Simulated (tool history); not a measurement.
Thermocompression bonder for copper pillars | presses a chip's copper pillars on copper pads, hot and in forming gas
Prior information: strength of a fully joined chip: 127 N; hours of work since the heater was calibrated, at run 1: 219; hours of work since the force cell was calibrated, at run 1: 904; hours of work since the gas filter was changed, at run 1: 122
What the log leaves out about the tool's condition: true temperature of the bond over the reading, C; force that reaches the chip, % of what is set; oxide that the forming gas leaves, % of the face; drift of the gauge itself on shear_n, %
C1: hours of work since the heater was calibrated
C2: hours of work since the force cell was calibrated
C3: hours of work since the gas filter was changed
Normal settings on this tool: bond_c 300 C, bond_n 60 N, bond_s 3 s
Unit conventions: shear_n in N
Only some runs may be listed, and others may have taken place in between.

Run 1, hour 0: usual settings; C1 219; C2 904; C3 122. Result: shear_n 72.7 N.
Run 2, hour 25.5: usual settings; C1 235; C2 920; C3 138. Result: shear_n 70.8 N.
Run 3, hour 46.4: usual settings; C1 248; C2 932; C3 151. Result: shear_n 71.4 N.
Run 4, hour 64.5: usual settings but bond_n 69 N; C1 259; C2 944; C3 162. Result: shear_n 78.6 N.
Run 5, hour 92.3: usual settings; C1 276; C2 961; C3 179. Result: shear_n 70.1 N.
Run 6, hour 115.8: usual settings; C1 291; C2 975; C3 194. Result: shear_n 70.4 N.
Run 7, hour 132.1: usual settings; C1 301; C2 985; C3 204. Result: shear_n 70.3 N.
Run 8, hour 148.3: usual settings; C1 311; C2 995; C3 214. Result: shear_n 70.7 N.
Run 9, hour 173.7: usual settings but bond_c 314 C; C1 326; C2 1011; C3 229. Result: shear_n 79.9 N.
At hour 199.5: forming gas filter changed.
Run 10, hour 212.7: usual settings but bond_c 274 C; C1 350; C2 1034; C3 8. Result: shear_n 54.5 N.
Run 11, hour 250.7: usual settings but bond_c 301 C, bond_n 55 N, bond_s 2 s; C1 373; C2 1058; C3 32. Result: shear_n 62.7 N.
Run 12, hour 268.7: usual settings but bond_c 326 C, bond_n 40 N, bond_s 2 s; C1 384; C2 1069; C3 43. Result: shear_n 66.8 N.
Run 13, hour 289.6: usual settings but bond_c 326 C, bond_n 40 N, bond_s 2 s; C1 397; C2 1082; C3 55. Result: shear_n 67.7 N.
Run 14, hour 307.2: usual settings but bond_c 326 C, bond_n 40 N, bond_s 2 s; C1 408; C2 1093; C3 66. Result: shear_n 65.9 N.
Run 15, hour 346: usual settings but bond_c 326 C, bond_n 40 N, bond_s 2 s; C1 432; C2 1117; C3 90. Result: shear_n 66.8 N.
Run 16, hour 378.3: usual settings but bond_c 326 C, bond_n 40 N, bond_s 2 s; C1 452; C2 1136; C3 110. Result: shear_n 67.1 N.
Run 17, hour 409.8: usual settings but bond_c 326 C, bond_n 40 N, bond_s 2 s; C1 471; C2 1156; C3 129. Result: shear_n 66.1 N.
Run 18, hour 431: usual settings but bond_c 326 C, bond_n 40 N, bond_s 2 s; C1 484; C2 1169; C3 142. Result: shear_n 65.9 N.
Run 19, hour 455.6: usual settings but bond_c 326 C, bond_n 40 N, bond_s 2 s; C1 499; C2 1184; C3 158. Result: shear_n 63.9 N.
Run 20, hour 479.8: usual settings but bond_c 296 C, bond_n 51 N, bond_s 2 s; C1 514; C2 1199; C3 172. Result: shear_n 54.4 N.

What if the next run were any one of these 5? Each begins from the tool's condition after run 20:
Run A, hour 511.3: usual settings but bond_c 296 C, bond_n 51 N, bond_s 4 s; C1 534; C2 1218; C3 192. Result: shear_n ?.
Run B, hour 511.3: usual settings but bond_c 312 C, bond_n 37 N, bond_s 7 s; C1 534; C2 1218; C3 192. Result: shear_n ?.
Run C, hour 511.3: usual settings but bond_c 319 C, bond_n 63 N, bond_s 5 s; C1 534; C2 1218; C3 192. Result: shear_n ?.
Run D, hour 511.3: usual settings but bond_s 4 s; C1 534; C2 1218; C3 192. Result: shear_n ?.
Run E, hour 511.3: usual settings but bond_c 288 C, bond_n 51 N, bond_s 2 s; C1 534; C2 1218; C3 192. Result: shear_n ?.

run  shear_n
  A     67.2
  B     75.7
  C     99.2
  D     79.1
  E     47.1
The same runs, with their run-to-run variation unchanged, on a tool lacking any hidden condition would have given:
run  shear_n
  A     71.8
  B     81.2
  C      107
  D     84.7
  E     50.1
